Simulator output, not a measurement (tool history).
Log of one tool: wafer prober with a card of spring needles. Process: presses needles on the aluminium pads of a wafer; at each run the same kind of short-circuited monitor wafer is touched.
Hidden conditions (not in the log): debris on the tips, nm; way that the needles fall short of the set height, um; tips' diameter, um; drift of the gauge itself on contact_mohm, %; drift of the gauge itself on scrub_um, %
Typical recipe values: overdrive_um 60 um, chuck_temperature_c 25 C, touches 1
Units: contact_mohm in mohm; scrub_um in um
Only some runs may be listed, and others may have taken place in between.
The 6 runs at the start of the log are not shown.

run	hour	overdrive_um	chuck_temperature_c	touches	touches since the tips were cleaned	cleanings since the card got new needles	touches since the first contact's height was set	contact_mohm	scrub_um
# hour 384.7: tips cleaned on abrasive film
# hour 419.9: tips cleaned on abrasive film
7	419.9	60	25	1	0	65	19306	229	7.387
# hour 453.3: tips cleaned on abrasive film
# hour 488.9: tips cleaned on abrasive film
8	498.1	44	25	1	2618	67	41524	359	5.336
# hour 524.9: tips cleaned on abrasive film
# hour 557.1: tips cleaned on abrasive film
9	567.3	60	25	3	2916	69	61187	246	7.341
# hour 591.2: tips cleaned on abrasive film
# hour 625.1: tips cleaned on abrasive film
# hour 660.7: tips cleaned on abrasive film
10	667.1	60	78	3	1811	72	89542	258	7.314
# hour 694.6: tips cleaned on abrasive film
11	711.5	60	78	3	4803	73	102152	276	7.313
# hour 728.9: height of the first contact set anew, once more
# hour 729: tips cleaned on abrasive film
# hour 762.9: tips cleaned on abrasive film
12	777	60	78	3	4016	75	13633	265	7.585
# hour 798.8: tips cleaned on abrasive film
# hour 830.9: tips cleaned on abrasive film
13	841.5	60	78	3	3020	77	31956	258	7.569
# hour 867.3: tips cleaned on abrasive film
# hour 899.7: tips cleaned on abrasive film
14	920.3	60	78	3	5861	79	54349	269	7.552
# hour 936: tips cleaned on abrasive film
15	962.5	57	25	1	7554	80	66367	348	7.153
# hour 968: tips cleaned on abrasive film
# hour 1000.4: tips cleaned on abrasive film
16	1003.4	57	25	1	862	82	77969	250	7.12
# hour 1037.5: tips cleaned on abrasive film
# hour 1070.9: tips cleaned on abrasive film
17	1093.7	57	25	1	6516	84	103637	358	7.107
# hour 1103.6: tips cleaned on abrasive film
# hour 1140.5: tips cleaned on abrasive film
18	1153.3	57	84	1	3649	86	120556	321	7.082

What will run 19 give?
# hour 1175: tips cleaned on abrasive film
# hour 1201.7: height of the first contact set anew
# hour 1208: tips cleaned on abrasive film
19	1209.9	44	101	1	544	88	2292	?	?

Run 19 gave contact_mohm 286 mohm, scrub_um 5.583 um.
Without the tool's hidden state the same run would have given contact_mohm 246 mohm, scrub_um 5.596 um.

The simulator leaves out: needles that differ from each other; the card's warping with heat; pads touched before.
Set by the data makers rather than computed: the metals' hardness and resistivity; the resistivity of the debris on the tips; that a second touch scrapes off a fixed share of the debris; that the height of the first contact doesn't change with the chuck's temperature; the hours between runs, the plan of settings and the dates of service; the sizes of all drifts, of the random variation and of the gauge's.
